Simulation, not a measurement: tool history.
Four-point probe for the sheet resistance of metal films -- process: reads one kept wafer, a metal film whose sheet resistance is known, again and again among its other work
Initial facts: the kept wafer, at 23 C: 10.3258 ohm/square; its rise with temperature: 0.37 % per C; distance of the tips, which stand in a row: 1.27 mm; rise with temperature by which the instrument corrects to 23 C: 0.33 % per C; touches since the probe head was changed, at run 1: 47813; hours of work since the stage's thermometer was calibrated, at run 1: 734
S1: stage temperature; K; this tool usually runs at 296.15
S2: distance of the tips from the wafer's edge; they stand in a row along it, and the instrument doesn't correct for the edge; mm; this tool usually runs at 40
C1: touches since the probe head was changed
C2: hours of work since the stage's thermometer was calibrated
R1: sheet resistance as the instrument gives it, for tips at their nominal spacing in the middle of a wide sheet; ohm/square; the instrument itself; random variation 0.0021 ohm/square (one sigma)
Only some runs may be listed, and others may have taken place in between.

run	hour	S1	S2	C1	C2	R1
1	0.0	296.15	40	47813	734	10.328972
2	99.0	296.15	40	50034	781	10.330821
3	204.1	296.15	40	52391	831	10.326107
4	279.9	296.15	40	54091	867	10.326948
5	347.8	296.15	40	55615	900	10.327607
6	469.1	296.15	40	58335	957	10.325139
7	525.1	296.15	40	59592	984	10.323358
8	624.5	296.15	40	61820	1031	10.319147
9	717.4	296.15	4	63904	1075	10.851837
10	826.8	301.15	34	66357	1127	10.345812
# hour 832.9: stage's thermometer calibrated
11	904.6	308.15	5	68091	34	10.716554
12	996.4	300.15	30	70150	78	10.341069
13	1076.9	294.15	40	71956	116	10.316006
# hour 1149.7: stage's thermometer calibrated, once more
14	1192.2	302.15	9	74530	20	10.430825

Branching from run 14: 5 alternative next runs. What would each branch give?
A	1290.9	297.15	11	76745	67	?
B	1290.9	297.15	9	76745	67	?
C	1290.9	296.15	6	76745	67	?
D	1290.9	307.15	54	76745	67	?
E	1290.9	305.15	52	76745	67	?

run	R1
A	10.372887
B	10.408385
C	10.537359
D	10.343275
E	10.339253
Without the tool's hidden state the same runs would have given:
run	R1
A	10.402774
B	10.438365
C	10.567672
D	10.373142
E	10.369098
